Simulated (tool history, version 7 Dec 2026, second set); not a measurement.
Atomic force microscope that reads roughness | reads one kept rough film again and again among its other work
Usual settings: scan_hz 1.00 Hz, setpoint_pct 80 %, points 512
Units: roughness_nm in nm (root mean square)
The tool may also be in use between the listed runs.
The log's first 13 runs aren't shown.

run	hour	scan_hz	setpoint_pct	points	roughness_nm
14	682.1	1.00	80	484	2.367
# hour 715.0: new tip fitted
15	735.4	1.00	80	512	2.568
16	787.5	1.00	80	512	2.300
# hour 816.3: new tip fitted
17	850.3	1.00	67	512	2.594
18	904.9	1.41	87	975	2.091
# hour 915.6: new tip fitted
19	953.6	0.57	89	513	2.527
20	1009.9	0.57	89	513	2.261
# hour 1016.7: new tip fitted
21	1076.1	0.57	89	513	2.421
# hour 1115.1: new tip fitted
22	1115.1	2.06	74	599	2.588
# hour 1121.3: height scale calibrated on a step standard
23	1157.9	1.94	80	471	2.301
# hour 1217.3: new tip fitted
24	1223.9	1.94	75	357	2.543
# hour 1229.9: height scale calibrated on a step standard, once more
25	1252.8	1.94	75	357	2.343
# hour 1318.9: new tip fitted
26	1320.7	1.94	75	357	2.547
27	1374.5	1.94	75	357	2.277
28	1415.4	1.19	57	298	2.340
# hour 1421.6: new tip fitted
29	1474.8	0.78	70	446	2.510
# hour 1522.0: new tip fitted
30	1530.8	0.97	79	412	2.629
31	1591.1	3.78	74	313	2.000
# hour 1619.4: new tip fitted
32	1645.3	1.00	87	622	2.414

Forecast each of these 4 alternatives for the next run:
A	1695.3	1.00	63	326	?
B	1695.3	1.13	80	512	?
C	1695.3	1.00	67	512	?
D	1695.3	1.00	80	410	?

run	roughness_nm
A	2.406
B	2.272
C	2.417
D	2.285
Without the tool's hidden state the same runs would have given:
run	roughness_nm
A	2.790
B	2.636
C	2.804
D	2.651

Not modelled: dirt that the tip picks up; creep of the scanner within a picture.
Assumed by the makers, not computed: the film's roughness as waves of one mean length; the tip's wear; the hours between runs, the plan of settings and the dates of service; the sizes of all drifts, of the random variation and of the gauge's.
